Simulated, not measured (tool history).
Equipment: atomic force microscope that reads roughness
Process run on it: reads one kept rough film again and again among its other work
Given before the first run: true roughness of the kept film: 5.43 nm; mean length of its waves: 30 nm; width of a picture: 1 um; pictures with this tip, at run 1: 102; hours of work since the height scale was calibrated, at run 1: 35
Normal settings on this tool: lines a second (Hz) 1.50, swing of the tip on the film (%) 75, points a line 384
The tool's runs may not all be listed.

run,hour,lines a second (Hz),swing of the tip on the film (%),points a line,pictures with this tip,hours of work since the height scale was calibrated,roughness of the kept film (nm (root mean square))
1,0.0,1.50,75,384,102,35,3.346
2,4.6,1.17,75,384,111,38,3.348
3,14.5,1.17,75,384,130,44,3.252
4,20.1,1.17,75,384,140,47,3.167
5,24.7,1.50,75,384,149,49,3.037
6,31.2,1.50,75,384,162,53,2.950
# hour 35.8: new tip fitted
7,40.5,1.50,75,384,9,58,4.025
8,47.3,1.50,75,315,22,62,3.876
9,55.6,1.50,80,384,38,67,3.632
10,65.6,1.50,80,384,57,72,3.483
11,70.0,1.50,80,694,65,75,3.407
# hour 71.9: height scale calibrated on a step standard
12,80.7,1.50,75,384,84,5,3.366
13,87.0,1.50,75,384,96,9,3.261
14,95.5,1.50,75,384,112,13,3.194
15,106.2,1.50,75,384,132,19,3.062
16,115.6,1.50,75,384,150,25,2.959
# hour 120.8: height scale calibrated on a step standard, once more
17,123.9,1.50,75,384,164,2,2.890
# hour 126.9: new tip fitted
18,129.4,1.50,75,996,5,5,4.051
19,135.0,0.52,75,996,15,8,4.241
20,142.8,3.14,55,359,30,12,3.948
21,149.5,0.54,78,384,43,16,3.918
22,154.8,0.54,78,384,53,19,3.837
23,163.0,1.50,68,632,69,24,3.597
24,169.3,3.19,60,622,81,27,3.430
25,176.3,1.50,77,445,94,31,3.252
26,186.3,1.50,77,274,113,37,3.102
27,194.8,1.27,72,657,129,42,3.167
28,199.2,1.27,72,657,137,44,3.143
29,208.2,0.85,81,345,154,49,2.989
30,212.8,1.50,69,606,163,52,2.978
# hour 216.2: new tip fitted
31,220.1,1.50,69,606,7,56,4.169
32,224.9,3.14,83,584,16,58,3.185
33,231.9,1.50,75,304,30,62,3.785
34,239.6,1.50,75,304,44,67,3.635
35,249.4,2.62,75,304,63,72,3.258
36,259.9,1.50,86,874,83,78,3.146

Measured result minus the same run's result without the hidden state. Both carry the same run-to-run variation, though not necessarily the same gauge scatter:
Hidden state present: radius of the tip, nm; height scale over the true one, %; drift of the gauge itself on roughness_nm, %.
run,roughness of the kept film (nm (root mean square))
1,-0.785
2,-0.860
3,-0.995
4,-1.053
5,-1.087
6,-1.158
7,-0.118
8,-0.244
9,-0.379
10,-0.533
11,-0.601
12,-0.756
13,-0.840
14,-0.947
15,-1.059
16,-1.165
17,-1.239
18,-0.102
19,-0.216
20,-0.355
21,-0.489
22,-0.571
23,-0.690
24,-0.768
25,-0.826
26,-0.931
27,-1.091
28,-1.144
29,-1.230
30,-1.290
31,-0.112
32,-0.164
33,-0.334
34,-0.452
35,-0.565
36,-0.707
